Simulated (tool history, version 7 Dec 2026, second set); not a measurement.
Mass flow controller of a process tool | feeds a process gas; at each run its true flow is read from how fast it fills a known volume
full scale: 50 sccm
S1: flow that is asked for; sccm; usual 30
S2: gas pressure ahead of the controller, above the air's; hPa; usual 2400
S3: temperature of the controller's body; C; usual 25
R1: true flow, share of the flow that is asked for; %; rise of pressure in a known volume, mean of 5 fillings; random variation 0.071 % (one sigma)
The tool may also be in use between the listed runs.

run	hour	S1	S2	S3	R1
1	0	30	2400	25	100.07
2	149.2	30	2400	25	99.96
3	384.6	30	2400	25	99.98
4	558.5	30	2400	25	99.93
5	895.4	30	2400	25	99.87
6	1199.4	30	2400	25	99.74
7	1344.2	30	2400	25	99.91
8	1666.9	30	2400	37	98.56
9	1870.1	30	2400	37	98.66
10	2157.9	30	1560	25	99.78
11	2315.5	30	2400	25	99.89
12	2494.3	30	2400	25	100.08
13	2752.9	30	2400	25	99.95
14	2897.5	30	2450	25	99.88
15	3126.7	30	2450	25	99.89
16	3411	30	2450	25	100.16
17	3613.5	30	2450	25	99.99
18	3877.3	30	1890	25	99.76
19	4114	30	2400	27	99.75
20	4263.9	18	2400	25	99.87
21	4438.8	18	2400	25	99.86
22	4651.7	18	2400	25	99.9
23	4874.6	18	2400	25	99.88
24	5154.5	30	2150	25	99.9
25	5483.7	7	1620	30	98.82
26	5693.8	7	1620	30	98.84
27	5958.6	37	1500	31	99.08
28	6110.7	37	1500	31	99.06
29	6413.5	43	1500	27	99.59
30	6643.6	11	2400	29	99.32
31	6962.7	11	2400	29	99.42
32	7225.9	11	2400	29	99.38
33	7526.5	12	2310	31	99.06
34	7802.4	28	2310	25	99.9
35	8084.5	28	2310	25	100.01
36	8253.2	27	1550	28	99.32
37	8448.1	24	2420	21	100.33
38	8611.7	24	2420	21	100.42
39	8944.5	7	2280	22	100.02
40	9247.2	7	2280	22	100.15
41	9525.8	7	2280	22	100.03
42	9754.7	7	2280	22	100.05
43	10068	7	2280	22	100.04
44	10329.3	30	2690	37	98.76
45	10504.9	42	2340	37	98.74
46	10813.6	42	2340	37	98.66
47	11086.3	20	2240	37	98.39
48	11335.7	33	2380	29	99.54

Forecast each of these 5 alternatives for the next run:
A	11502.4	30	1840	24	?
B	11502.4	33	2380	27	?
C	11502.4	17	2400	25	?
D	11502.4	35	2710	25	?
E	11502.4	30	2780	36	?

run	R1
A	99.75
B	99.83
C	99.92
D	100.12
E	98.95
Without the tool's hidden state the same runs would have given:
run	R1
A	99.74
B	99.82
C	99.91
D	100.11
E	98.95
